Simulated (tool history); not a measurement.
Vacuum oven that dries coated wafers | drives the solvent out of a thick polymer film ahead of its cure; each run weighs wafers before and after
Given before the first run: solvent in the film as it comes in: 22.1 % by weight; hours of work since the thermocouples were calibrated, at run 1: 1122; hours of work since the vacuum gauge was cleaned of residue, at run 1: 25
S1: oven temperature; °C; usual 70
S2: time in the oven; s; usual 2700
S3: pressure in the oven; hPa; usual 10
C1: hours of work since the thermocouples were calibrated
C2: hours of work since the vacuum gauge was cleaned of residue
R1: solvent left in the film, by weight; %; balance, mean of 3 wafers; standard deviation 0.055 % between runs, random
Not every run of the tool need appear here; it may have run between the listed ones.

run 1 hour=0 | S1=70 S2=2700 S3=10 | C1=1122 C2=25 | R1=2.67
run 2 hour=34.1 | S1=70 S2=2700 S3=10 | C1=1140 C2=43 | R1=2.86
run 3 hour=62.5 | S1=70 S2=2700 S3=10 | C1=1155 C2=57 | R1=2.72
run 4 hour=104.4 | S1=70 S2=2700 S3=10 | C1=1176 C2=79 | R1=2.73
run 5 hour=151 | S1=70 S2=2700 S3=10 | C1=1200 C2=103 | R1=2.72
run 6 hour=208.6 | S1=70 S2=2700 S3=10 | C1=1230 C2=133 | R1=2.77
run 7 hour=267.1 | S1=68 S2=2700 S3=10 | C1=1260 C2=163 | R1=3.52
run 8 hour=311 | S1=70 S2=2700 S3=10 | C1=1283 C2=186 | R1=2.81
run 9 hour=349.6 | S1=70 S2=2700 S3=10 | C1=1303 C2=206 | R1=2.77
run 10 hour=391.3 | S1=70 S2=2700 S3=10 | C1=1324 C2=227 | R1=2.84
run 11 hour=434.2 | S1=70 S2=2700 S3=19.9 | C1=1347 C2=249 | R1=3.47
run 12 hour=483.4 | S1=70 S2=2700 S3=19.9 | C1=1372 C2=275 | R1=3.5
-- hour=519.5 oven's thermocouples calibrated
run 13 hour=532.4 | S1=68 S2=2700 S3=10 | C1=7 C2=299 | R1=3.79
run 14 hour=571.8 | S1=66 S2=2700 S3=10 | C1=27 C2=319 | R1=4.61
run 15 hour=624.7 | S1=66 S2=2700 S3=10 | C1=54 C2=347 | R1=4.57
run 16 hour=678.7 | S1=65 S2=2700 S3=10 | C1=82 C2=375 | R1=4.97
run 17 hour=738.2 | S1=62 S2=1560 S3=35.4 | C1=113 C2=405 | R1=11.32
run 18 hour=767 | S1=62 S2=1560 S3=35.4 | C1=128 C2=420 | R1=11.16
-- hour=789.2 oven's thermocouples calibrated, once more
run 19 hour=800.1 | S1=66 S2=1680 S3=35.4 | C1=6 C2=436 | R1=7.94
run 20 hour=826.1 | S1=62 S2=2700 S3=7.6 | C1=19 C2=450 | R1=5.35
run 21 hour=862.2 | S1=62 S2=2700 S3=7.6 | C1=38 C2=468 | R1=5.16
run 22 hour=915.9 | S1=70 S2=4380 S3=7.7 | C1=65 C2=496 | R1=1.14
run 23 hour=961.5 | S1=70 S2=3960 S3=6.7 | C1=89 C2=520 | R1=1.17
run 24 hour=995.7 | S1=70 S2=3960 S3=6.7 | C1=107 C2=537 | R1=1.19
run 25 hour=1030.7 | S1=70 S2=3960 S3=6.7 | C1=125 C2=556 | R1=1.24
run 26 hour=1089.6 | S1=70 S2=2700 S3=40 | C1=155 C2=586 | R1=4.35
run 27 hour=1149.7 | S1=76 S2=2880 S3=35.6 | C1=186 C2=617 | R1=2.35
run 28 hour=1201.5 | S1=76 S2=1620 S3=11.4 | C1=213 C2=644 | R1=3.09
run 29 hour=1229.5 | S1=76 S2=1620 S3=11.4 | C1=228 C2=658 | R1=3.04

For each entry between runs, how does the tool's hidden state at the last listed run before it compare with that at the first listed run after it?
From run 12 to run 13: oven's thermocouples calibrated (hour 519.5)
  true wafer temperature over the reading, C: -1.63 -> -2.21; true pressure over the reading, kPa: 0.116 -> 0.126
  the result without the hidden state subtracted from the measured one, R1: +0.59 -> +0.86 %
From run 18 to run 19: oven's thermocouples calibrated, once more (hour 789.2)
  true wafer temperature over the reading, C: -2.34 -> -0.1; true pressure over the reading, kPa: 0.174 -> 0.181
  the result without the hidden state subtracted from the measured one, R1: +1.17 -> +0.15 %

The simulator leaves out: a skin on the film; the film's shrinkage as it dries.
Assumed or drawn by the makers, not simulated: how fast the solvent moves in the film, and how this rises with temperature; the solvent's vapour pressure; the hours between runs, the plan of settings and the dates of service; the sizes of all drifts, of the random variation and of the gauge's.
